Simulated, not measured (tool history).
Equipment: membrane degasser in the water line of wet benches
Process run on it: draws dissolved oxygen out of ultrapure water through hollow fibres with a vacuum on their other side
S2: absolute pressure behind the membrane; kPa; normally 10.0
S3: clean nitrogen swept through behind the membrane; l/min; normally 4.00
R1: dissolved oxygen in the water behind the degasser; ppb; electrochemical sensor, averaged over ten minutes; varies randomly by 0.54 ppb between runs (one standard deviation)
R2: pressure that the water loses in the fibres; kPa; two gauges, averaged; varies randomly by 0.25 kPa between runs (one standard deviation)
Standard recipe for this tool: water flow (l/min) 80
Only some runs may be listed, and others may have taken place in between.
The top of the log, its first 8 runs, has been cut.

Run 9, day 19.967: usual settings but S2 8.8 kPa. Result: R1 256.1 ppb, R2 66.34 kPa.
Run 10, day 21.454: usual settings but S2 8.8 kPa, S3 4.97 l/min. Result: R1 213.7 ppb, R2 66.31 kPa.
Run 11, day 23.438: usual settings but S2 8.8 kPa, S3 4.97 l/min. Result: R1 213.1 ppb, R2 66.62 kPa.
Run 12, day 25.454: usual settings but S2 8.8 kPa, S3 4.97 l/min. Result: R1 213.4 ppb, R2 66.36 kPa.
Run 13, day 26.946: usual settings. Result: R1 307.3 ppb, R2 66.53 kPa.
Run 14, day 28.579: usual settings. Result: R1 307.5 ppb, R2 66.17 kPa.
Run 15, day 30.412: usual settings. Result: R1 307.6 ppb, R2 66.25 kPa.
Run 16, day 32.529: usual settings. Result: R1 307.5 ppb, R2 66.53 kPa.
At day 32.771: vacuum gauge calibrated.
Run 17, day 35.179: usual settings but water flow (l/min) 53, S2 9.0 kPa. Result: R1 182.7 ppb, R2 43.94 kPa.
Run 18, day 37.725: usual settings but water flow (l/min) 53, S2 9.0 kPa. Result: R1 182.6 ppb, R2 44.00 kPa.
At day 38.942: vacuum gauge calibrated, once more.
Run 19, day 40.908: usual settings but water flow (l/min) 53, S2 9.0 kPa, S3 5.70 l/min. Result: R1 127.9 ppb, R2 44.24 kPa.
Run 20, day 42.879: usual settings but water flow (l/min) 105, S2 7.0 kPa, S3 9.29 l/min. Result: R1 114.4 ppb, R2 87.38 kPa.
Run 21, day 45.850: usual settings but water flow (l/min) 65, S2 7.0 kPa, S3 3.01 l/min. Result: R1 180.1 ppb, R2 54.43 kPa.
Run 22, day 47.433: usual settings but water flow (l/min) 111. Result: R1 403.1 ppb, R2 91.68 kPa.
Run 23, day 49.071: usual settings but water flow (l/min) 88, S2 17.1 kPa, S3 1.68 l/min. Result: R1 1218.4 ppb, R2 72.92 kPa.
Run 24, day 52.225: usual settings but water flow (l/min) 88, S2 17.1 kPa, S3 11.60 l/min. Result: R1 254.8 ppb, R2 73.40 kPa.
Run 25, day 53.783: usual settings but S2 14.6 kPa, S3 3.66 l/min. Result: R1 525.5 ppb, R2 66.50 kPa.
Run 26, day 55.738: usual settings but water flow (l/min) 51, S2 24.0 kPa, S3 9.47 l/min. Result: R1 267.0 ppb, R2 42.57 kPa.
Run 27, day 57.896: usual settings but water flow (l/min) 51, S2 13.3 kPa, S3 9.47 l/min. Result: R1 132.1 ppb, R2 42.37 kPa.
Run 28, day 59.625: usual settings but water flow (l/min) 51, S2 6.1 kPa, S3 9.47 l/min. Result: R1 39.0 ppb, R2 42.56 kPa.
Run 29, day 61.362: usual settings but S3 4.42 l/min. Result: R1 276.7 ppb, R2 66.69 kPa.
Run 30, day 64.438: usual settings but S2 24.4 kPa. Result: R1 866.5 ppb, R2 66.55 kPa.
Run 31, day 67.154: usual settings but S2 24.4 kPa. Result: R1 867.1 ppb, R2 66.43 kPa.

Here are 5 independent what-if runs from the current tool condition. What would each one return?
Run A, day 68.679: usual settings but water flow (l/min) 65, S2 10.1 kPa, S3 6.52 l/min. Result: R1 ?, R2 ?.
Run B, day 68.679: usual settings but water flow (l/min) 76, S2 22.0 kPa, S3 4.84 l/min. Result: R1 ?, R2 ?.
Run C, day 68.679: usual settings but water flow (l/min) 72, S2 7.9 kPa, S3 2.50 l/min. Result: R1 ?, R2 ?.
Run D, day 68.679: usual settings but water flow (l/min) 125. Result: R1 ?, R2 ?.
Run E, day 68.679: usual settings but water flow (l/min) 76, S2 18.2 kPa, S3 3.37 l/min. Result: R1 ?, R2 ?.

run     R1      R2
  A  163.4   53.67
  B  633.0   63.72
  C  282.6   60.04
  D  450.6  103.97
  E  695.6   63.48
What these runs would have given with no unlogged condition in the tool:
run     R1      R2
  A  162.8   53.29
  B  630.8   63.26
  C  282.8   59.61
  D  450.1  103.22
  E  693.9   63.03
